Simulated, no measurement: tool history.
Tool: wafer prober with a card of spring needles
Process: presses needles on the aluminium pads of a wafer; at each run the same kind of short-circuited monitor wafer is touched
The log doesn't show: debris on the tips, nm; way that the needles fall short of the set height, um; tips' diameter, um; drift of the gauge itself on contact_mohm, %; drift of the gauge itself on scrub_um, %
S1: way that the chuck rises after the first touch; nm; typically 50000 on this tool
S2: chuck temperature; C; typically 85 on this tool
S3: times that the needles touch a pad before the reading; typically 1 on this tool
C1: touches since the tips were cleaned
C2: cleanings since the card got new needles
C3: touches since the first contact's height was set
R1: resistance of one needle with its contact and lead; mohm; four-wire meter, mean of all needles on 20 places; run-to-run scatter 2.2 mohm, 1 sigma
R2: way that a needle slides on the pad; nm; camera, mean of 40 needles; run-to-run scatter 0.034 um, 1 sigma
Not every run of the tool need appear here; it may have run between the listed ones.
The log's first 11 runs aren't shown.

run   hour     S1  S2  S3    C1  C2      C3   R1     R2
 12    100  32000  85   1  4123   7   41929  470   6220
     106.1  -- tips cleaned on abrasive film
 13  110.5  32000  85   1  1243   8   44905  385   6210
 14  118.2  32000  85   1  3442   8   47104  466   6220
 15    124  50000  46   1  5127   8   48789  350   9750
     126.1  -- tips cleaned on abrasive film
 16  134.7  50000  85   1  2440   9   51797  332   9730
 17  140.8  50000  80   1  4187   9   53544  349   9800
     146.5  -- tips cleaned on abrasive film
 18  146.5  50000  80   1     0  10   55145  249   9740
 19  154.6  50000  80   1  2334  10   57479  328   9760
 20  165.4  50000  80   1  5417  10   60562  350   9760
     166.5  -- tips cleaned on abrasive film
 21  173.4  68000  85   3  1956  11   62816  261  13330
 22  181.7  42000  71   2  4331  11   65191  330   8160
     186.8  -- tips cleaned on abrasive film
 23  191.2  36000  71   2  1256  12   67895  314   6860
 24  204.3  36000  71   2  5001  12   71640  362   6980
     206.9  -- tips cleaned on abrasive film
 25  216.6  36000  71   2  2788  13   75134  348   6960
     226.9  -- tips cleaned on abrasive film
 26  226.9  50000  75   1     0  14   78061  250   9700
 27  232.6  50000  75   1  1633  14   79694  319   9690
 28  245.8  50000  93   1  5390  14   83451  356   9630
     247.7  -- tips cleaned on abrasive film
 29  254.1  50000  91   2  1821  15   85792  292   9690
 30  263.4  46000  55   2  4482  15   88453  315   8870
       268  -- tips cleaned on abrasive film
 31  274.5  46000  55   2  1862  16   91604  300   8840
 32  280.9  46000  55   2  3698  16   93440  318   8870
 33  287.1  46000  55   2  5484  16   95226  319   8820
     287.9  -- tips cleaned on abrasive film
 34  293.3  51000  86   3  1539  17   96966  270   9850
 35  305.1  65000  39   2  4906  17  100333  279  12570

What if the next run were any one of these 3? Each begins from the tool's condition after run 35:
     308.3  -- tips cleaned on abrasive film
  A  313.5  65000  63   2  1488  18  102713   ?   ?
     308.3  -- tips cleaned on abrasive film
  B  313.5  54000  57   1  1488  18  102713   ?   ?
     308.3  -- tips cleaned on abrasive film
  C  313.5  34000  85   2  1488  18  102713   ?   ?

run   R1     R2
  A  267  12510
  B  303  10410
  C  334   6440
With the hidden condition removed and each run's random variation left untouched, the same runs would have given:
run   R1     R2
  A  237  12790
  B  237  10690
  C  248   6730
